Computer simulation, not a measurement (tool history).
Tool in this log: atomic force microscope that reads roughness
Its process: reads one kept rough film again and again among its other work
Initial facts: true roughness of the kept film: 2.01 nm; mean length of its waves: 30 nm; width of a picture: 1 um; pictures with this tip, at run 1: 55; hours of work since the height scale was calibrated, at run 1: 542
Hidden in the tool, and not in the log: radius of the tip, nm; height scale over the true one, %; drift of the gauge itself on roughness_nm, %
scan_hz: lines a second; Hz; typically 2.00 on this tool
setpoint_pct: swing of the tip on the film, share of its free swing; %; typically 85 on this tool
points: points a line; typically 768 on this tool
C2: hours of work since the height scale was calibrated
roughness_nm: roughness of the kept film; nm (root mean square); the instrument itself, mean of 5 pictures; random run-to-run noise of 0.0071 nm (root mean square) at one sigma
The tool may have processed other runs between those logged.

run 1 hour=0.0 | scan_hz=2.00 setpoint_pct=85 points=768 | pictures_with_this_tip=55 C2=542 | roughness_nm=1.389
run 2 hour=29.3 | scan_hz=1.51 setpoint_pct=85 points=768 | pictures_with_this_tip=97 C2=562 | roughness_nm=1.429
-- hour=53.8 new tip fitted
run 3 hour=55.2 | scan_hz=1.51 setpoint_pct=85 points=768 | pictures_with_this_tip=2 C2=578 | roughness_nm=1.529
run 4 hour=75.4 | scan_hz=1.51 setpoint_pct=85 points=768 | pictures_with_this_tip=31 C2=591 | roughness_nm=1.499
run 5 hour=103.8 | scan_hz=1.51 setpoint_pct=85 points=768 | pictures_with_this_tip=72 C2=610 | roughness_nm=1.460
run 6 hour=140.7 | scan_hz=2.00 setpoint_pct=85 points=768 | pictures_with_this_tip=125 C2=634 | roughness_nm=1.351
-- hour=143.2 new tip fitted
run 7 hour=174.2 | scan_hz=2.00 setpoint_pct=85 points=768 | pictures_with_this_tip=45 C2=655 | roughness_nm=1.408
run 8 hour=206.8 | scan_hz=2.00 setpoint_pct=85 points=768 | pictures_with_this_tip=92 C2=677 | roughness_nm=1.371
-- hour=232.4 new tip fitted
run 9 hour=245.6 | scan_hz=2.00 setpoint_pct=85 points=768 | pictures_with_this_tip=19 C2=702 | roughness_nm=1.436
run 10 hour=275.5 | scan_hz=2.00 setpoint_pct=85 points=768 | pictures_with_this_tip=62 C2=721 | roughness_nm=1.416
run 11 hour=305.2 | scan_hz=1.21 setpoint_pct=85 points=768 | pictures_with_this_tip=105 C2=741 | roughness_nm=1.491
-- hour=322.6 new tip fitted
run 12 hour=347.7 | scan_hz=1.21 setpoint_pct=85 points=768 | pictures_with_this_tip=36 C2=768 | roughness_nm=1.574
run 13 hour=395.1 | scan_hz=2.00 setpoint_pct=85 points=768 | pictures_with_this_tip=105 C2=799 | roughness_nm=1.358
-- hour=415.3 new tip fitted
run 14 hour=438.2 | scan_hz=2.00 setpoint_pct=85 points=768 | pictures_with_this_tip=33 C2=827 | roughness_nm=1.421
run 15 hour=465.7 | scan_hz=2.98 setpoint_pct=85 points=768 | pictures_with_this_tip=73 C2=845 | roughness_nm=1.249
run 16 hour=488.2 | scan_hz=2.00 setpoint_pct=85 points=768 | pictures_with_this_tip=105 C2=859 | roughness_nm=1.370
-- hour=506.0 new tip fitted
run 17 hour=517.3 | scan_hz=2.00 setpoint_pct=85 points=768 | pictures_with_this_tip=16 C2=878 | roughness_nm=1.429
run 18 hour=549.9 | scan_hz=1.05 setpoint_pct=85 points=768 | pictures_with_this_tip=63 C2=899 | roughness_nm=1.571
run 19 hour=587.4 | scan_hz=1.18 setpoint_pct=86 points=726 | pictures_with_this_tip=118 C2=924 | roughness_nm=1.476
-- hour=596.0 new tip fitted
run 20 hour=608.8 | scan_hz=1.18 setpoint_pct=86 points=726 | pictures_with_this_tip=19 C2=937 | roughness_nm=1.563
run 21 hour=639.6 | scan_hz=2.15 setpoint_pct=64 points=294 | pictures_with_this_tip=63 C2=957 | roughness_nm=1.629
-- hour=644.2 height scale calibrated on a step standard
run 22 hour=667.8 | scan_hz=1.75 setpoint_pct=85 points=768 | pictures_with_this_tip=102 C2=15 | roughness_nm=1.404
-- hour=687.0 new tip fitted
run 23 hour=697.7 | scan_hz=1.75 setpoint_pct=85 points=768 | pictures_with_this_tip=16 C2=35 | roughness_nm=1.479
run 24 hour=738.4 | scan_hz=1.41 setpoint_pct=61 points=282 | pictures_with_this_tip=74 C2=61 | roughness_nm=1.671
-- hour=779.3 new tip fitted
run 25 hour=784.8 | scan_hz=1.48 setpoint_pct=79 points=345 | pictures_with_this_tip=7 C2=91 | roughness_nm=1.590
run 26 hour=824.7 | scan_hz=1.35 setpoint_pct=79 points=865 | pictures_with_this_tip=65 C2=117 | roughness_nm=1.545
-- hour=858.0 height scale calibrated on a step standard, once more
-- hour=870.4 new tip fitted
run 27 hour=870.4 | scan_hz=2.42 setpoint_pct=71 points=616 | pictures_with_this_tip=0 C2=8 | roughness_nm=1.605
run 28 hour=901.9 | scan_hz=2.42 setpoint_pct=56 points=616 | pictures_with_this_tip=45 C2=28 | roughness_nm=1.723
run 29 hour=940.8 | scan_hz=2.42 setpoint_pct=56 points=616 | pictures_with_this_tip=101 C2=54 | roughness_nm=1.676
-- hour=960.1 new tip fitted
run 30 hour=967.0 | scan_hz=2.19 setpoint_pct=86 points=616 | pictures_with_this_tip=10 C2=70 | roughness_nm=1.411
run 31 hour=989.7 | scan_hz=3.25 setpoint_pct=86 points=383 | pictures_with_this_tip=43 C2=85 | roughness_nm=1.227
run 32 hour=1024.9 | scan_hz=3.25 setpoint_pct=86 points=383 | pictures_with_this_tip=94 C2=108 | roughness_nm=1.191
-- hour=1051.5 new tip fitted
run 33 hour=1058.9 | scan_hz=1.34 setpoint_pct=85 points=276 | pictures_with_this_tip=11 C2=130 | roughness_nm=1.534

Hidden state at the last listed run before each entry between runs and at the first one after, where it differs:
After run 2, before run 3: new tip fitted (hour 53.8)
  radius of the tip, nm: 15.9 -> 8.3; height scale over the true one, %: -0.44 -> -0.46
  the result without the hidden state subtracted from the measured one, roughness_nm: -0.114 -> -0.023 nm (root mean square)
After run 6, before run 7: new tip fitted (hour 143.2)
  radius of the tip, nm: 17.9 -> 11.3; height scale over the true one, %: -0.51 -> -0.53
  the result without the hidden state subtracted from the measured one, roughness_nm: -0.129 -> -0.058 nm (root mean square)
After run 8, before run 9: new tip fitted (hour 232.4)
  radius of the tip, nm: 14.8 -> 9; height scale over the true one, %: -0.54 -> -0.57
  the result without the hidden state subtracted from the measured one, roughness_nm: -0.097 -> -0.032 nm (root mean square)
After run 11, before run 12: new tip fitted (hour 322.6)
  radius of the tip, nm: 15.8 -> 9.7; height scale over the true one, %: -0.61 -> -0.63
  the result without the hidden state subtracted from the measured one, roughness_nm: -0.119 -> -0.046 nm (root mean square)
After run 13, before run 14: new tip fitted (hour 415.3)
  radius of the tip, nm: 14.6 -> 9.8; height scale over the true one, %: -0.66 -> -0.68
  the result without the hidden state subtracted from the measured one, roughness_nm: -0.097 -> -0.044 nm (root mean square)
After run 16, before run 17: new tip fitted (hour 506.0)
  radius of the tip, nm: 15.4 -> 8.5; height scale over the true one, %: -0.71 -> -0.73
  the result without the hidden state subtracted from the measured one, roughness_nm: -0.105 -> -0.029 nm (root mean square)
After run 19, before run 20: new tip fitted (hour 596.0)
  radius of the tip, nm: 16.2 -> 8.9; height scale over the true one, %: -0.77 -> -0.78
  the result without the hidden state subtracted from the measured one, roughness_nm: -0.125 -> -0.037 nm (root mean square)
After run 21, before run 22: height scale calibrated on a step standard (hour 644.2)
  radius of the tip, nm: 11.9 -> 14.6; height scale over the true one, %: -0.8 -> -1.04
  the result without the hidden state subtracted from the measured one, roughness_nm: -0.079 -> -0.105 nm (root mean square)
After run 22, before run 23: new tip fitted (hour 687.0)
  radius of the tip, nm: 14.6 -> 8.5; height scale over the true one, %: -1.04 -> -1.06
  the result without the hidden state subtracted from the measured one, roughness_nm: -0.105 -> -0.034 nm (root mean square)
After run 24, before run 25: new tip fitted (hour 779.3)
  radius of the tip, nm: 12.8 -> 8.8; height scale over the true one, %: -1.08 -> -1.11
  the result without the hidden state subtracted from the measured one, roughness_nm: -0.099 -> -0.041 nm (root mean square)
After run 26, before run 27: height scale calibrated on a step standard, once more (hour 858.0); new tip fitted (hour 870.4)
  radius of the tip, nm: 13.1 -> 7.1; height scale over the true one, %: -1.13 -> -0.05
  the result without the hidden state subtracted from the measured one, roughness_nm: -0.097 -> -0.002 nm (root mean square)
After run 29, before run 30: new tip fitted (hour 960.1)
  radius of the tip, nm: 14.6 -> 8; height scale over the true one, %: -0.09 -> -0.11
  the result without the hidden state subtracted from the measured one, roughness_nm: -0.108 -> -0.013 nm (root mean square)
After run 32, before run 33: new tip fitted (hour 1051.5)
  radius of the tip, nm: 13.7 -> 8.2; height scale over the true one, %: -0.14 -> -0.16
  the result without the hidden state subtracted from the measured one, roughness_nm: -0.068 -> -0.018 nm (root mean square)
